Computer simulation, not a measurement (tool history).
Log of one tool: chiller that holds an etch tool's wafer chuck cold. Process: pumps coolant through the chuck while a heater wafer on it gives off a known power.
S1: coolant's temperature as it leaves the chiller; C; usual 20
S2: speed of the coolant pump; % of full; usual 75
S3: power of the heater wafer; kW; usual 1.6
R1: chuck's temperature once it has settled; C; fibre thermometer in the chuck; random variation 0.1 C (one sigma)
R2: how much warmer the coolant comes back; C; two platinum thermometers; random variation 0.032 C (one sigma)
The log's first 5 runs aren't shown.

{"run": 6, "hour": 334.0, "S1": 12, "S2": 75, "S3": 1.6, "R1": 22.5, "R2": 4.1}
{"run": 7, "hour": 374.5, "S1": 12, "S2": 75, "S3": 1.6, "R1": 22.5, "R2": 4.13}
{"run": 8, "hour": 445.3, "S1": 20, "S2": 96, "S3": 1.6, "R1": 29.2, "R2": 3.25}
{"run": 9, "hour": 509.0, "S1": 20, "S2": 96, "S3": 1.6, "R1": 29.1, "R2": 3.3}
{"run": 10, "hour": 554.9, "S1": 20, "S2": 96, "S3": 1.6, "R1": 29.2, "R2": 3.32}
{"run": 11, "hour": 640.3, "S1": 20, "S2": 75, "S3": 1.6, "R1": 30.3, "R2": 4.12}
{"run": 12, "hour": 706.2, "S1": 20, "S2": 75, "S3": 1.6, "R1": 30.5, "R2": 4.13}
{"run": 13, "hour": 780.1, "S1": 20, "S2": 75, "S3": 1.6, "R1": 30.4, "R2": 4.12}
{"run": 14, "hour": 841.3, "S1": 20, "S2": 75, "S3": 1.408, "R1": 29.2, "R2": 3.7}
{"run": 15, "hour": 919.3, "S1": 20, "S2": 75, "S3": 1.6, "R1": 30.5, "R2": 4.17}
{"hour": 926.4, "done": "chiller's thermometer calibrated"}
{"run": 16, "hour": 1005.1, "S1": 12, "S2": 75, "S3": 1.6, "R1": 22.4, "R2": 4.12}
{"run": 17, "hour": 1078.3, "S1": 15, "S2": 75, "S3": 0.939, "R1": 21.3, "R2": 2.47}
{"run": 18, "hour": 1120.2, "S1": 20, "S2": 73, "S3": 1.6, "R1": 30.7, "R2": 4.23}
{"run": 19, "hour": 1199.9, "S1": 20, "S2": 76, "S3": 1.6, "R1": 30.5, "R2": 4.08}
{"run": 20, "hour": 1257.9, "S1": 20, "S2": 76, "S3": 1.6, "R1": 30.7, "R2": 4.11}

Forecast run 21:
{"hour": 1313.3, "done": "chiller's thermometer calibrated, once more"}
{"run": 21, "hour": 1349.3, "S1": 12, "S2": 94, "S3": 1.501, "R1": "?", "R2": "?"}

{"run 21": {"R1": 20.8, "R2": 3.21}}
Without the tool's hidden state the same run would have given R1 20.3 C, R2 3.12 C.
